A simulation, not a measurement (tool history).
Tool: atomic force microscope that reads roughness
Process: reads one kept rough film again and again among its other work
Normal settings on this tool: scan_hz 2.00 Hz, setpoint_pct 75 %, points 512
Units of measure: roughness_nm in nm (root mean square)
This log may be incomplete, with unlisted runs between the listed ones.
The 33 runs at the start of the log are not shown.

run	hour	scan_hz	setpoint_pct	points	pictures with this tip	hours of work since the height scale was calibrated	roughness_nm
# hour 1689.5: new tip fitted
34	1723.3	1.01	77	888	60	1982	2.396
# hour 1749.9: new tip fitted
35	1784.7	1.01	77	888	61	2020	2.386
# hour 1811.4: new tip fitted
36	1824.0	3.98	60	535	22	2044	2.507
# hour 1871.9: new tip fitted
37	1897.6	3.98	60	535	45	2089	2.429
# hour 1936.3: new tip fitted
38	1951.7	3.98	60	535	27	2122	2.491
# hour 1995.8: new tip fitted
39	2003.6	2.00	88	719	13	2154	2.388
# hour 2059.0: new tip fitted
40	2075.5	2.00	88	719	29	2199	2.325
# hour 2088.4: height scale calibrated on a step standard
41	2115.6	2.00	88	719	97	17	2.099
# hour 2120.3: new tip fitted
# hour 2183.7: new tip fitted
42	2188.4	3.15	69	295	8	62	2.543
# hour 2244.4: new tip fitted
43	2244.4	3.15	69	295	0	96	2.577
# hour 2308.0: new tip fitted
44	2308.0	2.65	71	373	0	135	2.596
45	2337.9	1.68	71	856	52	154	2.422
# hour 2374.3: new tip fitted
46	2402.1	1.68	71	856	49	193	2.459
# hour 2435.2: new tip fitted
47	2437.0	0.59	75	836	3	215	2.715
48	2491.9	2.00	64	631	99	249	2.288
# hour 2496.1: new tip fitted
# hour 2560.0: new tip fitted
49	2567.4	1.33	71	766	13	295	2.640

Below are 3 alternative next runs, each starting from the tool's condition after run 49. Predict each:
# hour 2623.2: new tip fitted
A	2629.1	1.33	71	335	10	333	?
# hour 2623.2: new tip fitted
B	2629.1	1.33	70	702	10	333	?
# hour 2623.2: new tip fitted
C	2629.1	2.20	81	766	10	333	?

run	roughness_nm
A	2.622
B	2.635
C	2.491
With the hidden condition removed and each run's random variation left untouched, the same runs would have given:
run	roughness_nm
A	2.680
B	2.693
C	2.546

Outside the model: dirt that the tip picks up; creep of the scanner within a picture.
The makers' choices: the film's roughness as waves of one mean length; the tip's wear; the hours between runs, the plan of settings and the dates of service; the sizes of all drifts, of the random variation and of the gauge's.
